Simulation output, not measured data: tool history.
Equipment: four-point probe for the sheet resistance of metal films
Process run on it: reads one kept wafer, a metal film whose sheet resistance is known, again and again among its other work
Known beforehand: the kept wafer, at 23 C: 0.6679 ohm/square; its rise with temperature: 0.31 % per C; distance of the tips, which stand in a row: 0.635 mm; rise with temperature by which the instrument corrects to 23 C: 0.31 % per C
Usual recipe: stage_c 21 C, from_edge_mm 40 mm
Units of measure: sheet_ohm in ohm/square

run    hour  stage_c  from_edge_mm  sheet_ohm
  1     0.0       21            40   0.666871
  2    92.9       35            40   0.666786
      153.4  -- stage's thermometer calibrated
  3   188.4       18            40   0.665543
  4   251.2       21            24   0.665540
  5   320.8       26            40   0.665201
  6   427.7       21            11   0.666202
  7   498.9       21            11   0.666125
  8   606.5       21            11   0.666350
  9   667.7       21            24   0.665502
      723.7  -- new probe head fitted
 10   751.3       21            24   0.668557
 11   851.7       21             9   0.670116
 12   959.4       23             9   0.669810
 13  1065.8       21            40   0.667963
 14  1170.9       21            40   0.667691
 15  1225.8       21            40   0.667782
 16  1282.3       21            40   0.667747
 17  1369.3       21            40   0.667904
 18  1478.7       21            40   0.667587
 19  1544.2       21            40   0.667816
 20  1618.1       21            40   0.667536
 21  1687.4       21            40   0.667613
 22  1757.7       21            40   0.667403
 23  1837.5       21            40   0.667432
 24  1916.1       19            40   0.667407
 25  1982.0       19            40   0.667383
 26  2035.7       19            40   0.667222
 27  2094.7       28            22   0.667290
 28  2190.3       28            22   0.667202
 29  2270.7       24             7   0.670182
 30  2374.0       31            18   0.667052
 31  2468.7       24             4   0.675660
 32  2523.1       34             4   0.675667
 33  2572.5       34             4   0.675678
 34  2689.1       24            25   0.666934
 35  2753.2       21            22   0.666899
 36  2812.8       21            62   0.666748
 37  2910.7       21            62   0.666482
 38  3022.2       21            40   0.666806
 39  3113.3       21            40   0.666436
     3164.9  -- stage's thermometer calibrated
 40  3164.9       21            40   0.665225
 41  3214.9       21             8   0.667485
 42  3278.8       21             8   0.667167
 43  3357.4       23            10   0.666584
 44  3405.5       28             3   0.680759
 45  3483.6       21            41   0.665287

Selected run-to-run steps in sheet_ohm, each split into two signed amounts: the part the tool would show with no hidden state at all (from settings, incoming material and random variation), and the remainder, which goes to the hidden state together with any gauge scatter not common to the measured and the hidden-state-free results:
What the log doesn't record here: inner tips' distance over the nominal, %; tips' flats over new ones', %; wafer's true temperature over the reading, C; drift of the gauge itself on sheet_ohm, %.
Run 2 -> 3: stage_c 35 -> 18, stage's thermometer calibrated. sheet_ohm -0.001243 ohm/square: hidden state -0.001380, all else +0.000137.
Run 9 -> 10: new probe head fitted. sheet_ohm +0.003055 ohm/square: hidden state +0.003046, all else +0.000009.
Run 33 -> 34: stage_c 34 -> 24, from_edge_mm 4 -> 25. sheet_ohm -0.008744 ohm/square: hidden state -0.000048, all else -0.008696.
Run 39 -> 40: stage's thermometer calibrated. sheet_ohm -0.001211 ohm/square: hidden state -0.001085, all else -0.000126.
Run 43 -> 44: stage_c 23 -> 28, from_edge_mm 10 -> 3. sheet_ohm +0.014175 ohm/square: hidden state -0.000084, all else +0.014259.
Run 44 -> 45: stage_c 28 -> 21, from_edge_mm 3 -> 41. sheet_ohm -0.015472 ohm/square: hidden state +0.000011, all else -0.015483.
